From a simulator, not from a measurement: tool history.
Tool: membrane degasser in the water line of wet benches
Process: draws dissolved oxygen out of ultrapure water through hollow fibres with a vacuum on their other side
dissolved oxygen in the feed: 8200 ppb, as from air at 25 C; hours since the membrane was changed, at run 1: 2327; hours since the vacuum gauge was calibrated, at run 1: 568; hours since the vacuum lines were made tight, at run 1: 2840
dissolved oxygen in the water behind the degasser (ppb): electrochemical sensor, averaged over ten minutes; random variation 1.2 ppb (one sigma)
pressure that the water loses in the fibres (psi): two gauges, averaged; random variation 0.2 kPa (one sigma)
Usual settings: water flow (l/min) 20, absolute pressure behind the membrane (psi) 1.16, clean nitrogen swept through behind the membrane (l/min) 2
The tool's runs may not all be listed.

run,hour,water flow (l/min),absolute pressure behind the membrane (psi),clean nitrogen swept through behind the membrane (l/min),hours since the membrane was changed,hours since the vacuum gauge was calibrated,hours since the vacuum lines were made tight,dissolved oxygen in the water behind the degasser (ppb),pressure that the water loses in the fibres (psi)
1,0,20,1.16,2,2327,568,2840,118.8,6.646
2,162.5,20,1.507,2,2490,731,3003,176.2,6.717
3,271.6,20,1.507,2,2599,840,3112,171.2,6.711
4,371.3,24,1.507,2,2699,939,3212,214.3,8.047
5,553.9,20,1.16,2,2881,1122,3394,117.4,6.698
6,643.2,20,1.16,0.99,2971,1211,3484,218.4,6.638
7,749.5,20,1.16,0.99,3077,1318,3590,218,6.782
8,878,20,1.16,0.99,3205,1446,3719,222.3,6.756
9,972.4,20,1.16,0.99,3300,1540,3813,222.2,6.692
10,1148.5,20,1.16,0.99,3476,1717,3989,219.7,6.662
11,1258.5,20,1.16,0.99,3586,1827,4099,220.5,6.683
12,1384.8,20,1.16,2,3712,1953,4225,121.1,6.756
13,1543.3,20,1.16,2,3871,2111,4384,121.8,6.766
# hour 1552.6: vacuum gauge calibrated
14,1673.6,20,1.16,2,4000,121,4514,118.8,6.73
15,1761.5,32,1.16,2,4088,209,4602,215.8,10.786
# hour 1826.4: vacuum gauge calibrated, once more
16,1885.8,25,1.16,5.41,4212,59,4725,68.3,8.414
17,1991.1,25,1.16,5.41,4317,165,4831,70.2,8.419
18,2170.7,12,1.033,2.25,4497,344,5010,51.9,4.078
19,2322.8,19,1.624,0.83,4649,496,5162,390.5,6.438
20,2493.3,19,1.624,0.83,4820,667,5333,388.5,6.454
21,2638.9,12,1.52,4.65,4965,813,5478,48.4,4.019
22,2812.5,12,1.52,4.65,5139,986,5652,47.5,4.083
23,2983.1,20,1.674,5,5309,1157,5823,89.5,6.76
24,3072.3,20,2.822,2.26,5399,1246,5912,343.4,6.812
25,3192.3,20,2.822,2.26,5519,1366,6032,343.3,6.778
26,3303.1,24,2.635,2,5630,1477,6143,420.2,8.205
27,3443.2,24,2.635,2,5770,1617,6283,422.6,8.19
28,3578.2,24,0.912,2,5905,1752,6418,101,8.221
29,3679.3,18,0.912,2,6006,1853,6519,69.8,6.166

Forecast each of these 4 alternatives for the next run:
A,3781.1,15,0.912,2.19,6108,1955,6621,?,?
B,3781.1,20,1.16,1.86,6108,1955,6621,?,?
C,3781.1,20,2.147,5.87,6108,1955,6621,?,?
D,3781.1,12,1.028,2.11,6108,1955,6621,?,?

run,dissolved oxygen in the water behind the degasser (ppb),pressure that the water loses in the fibres (psi)
A,53.5,5.086
B,129.3,6.818
C,107.3,6.794
D,55.1,4.107
Without the tool's hidden state the same runs would have given:
run,dissolved oxygen in the water behind the degasser (ppb),pressure that the water loses in the fibres (psi)
A,51.7,4.925
B,125.9,6.604
C,103.6,6.579
D,53.1,3.977

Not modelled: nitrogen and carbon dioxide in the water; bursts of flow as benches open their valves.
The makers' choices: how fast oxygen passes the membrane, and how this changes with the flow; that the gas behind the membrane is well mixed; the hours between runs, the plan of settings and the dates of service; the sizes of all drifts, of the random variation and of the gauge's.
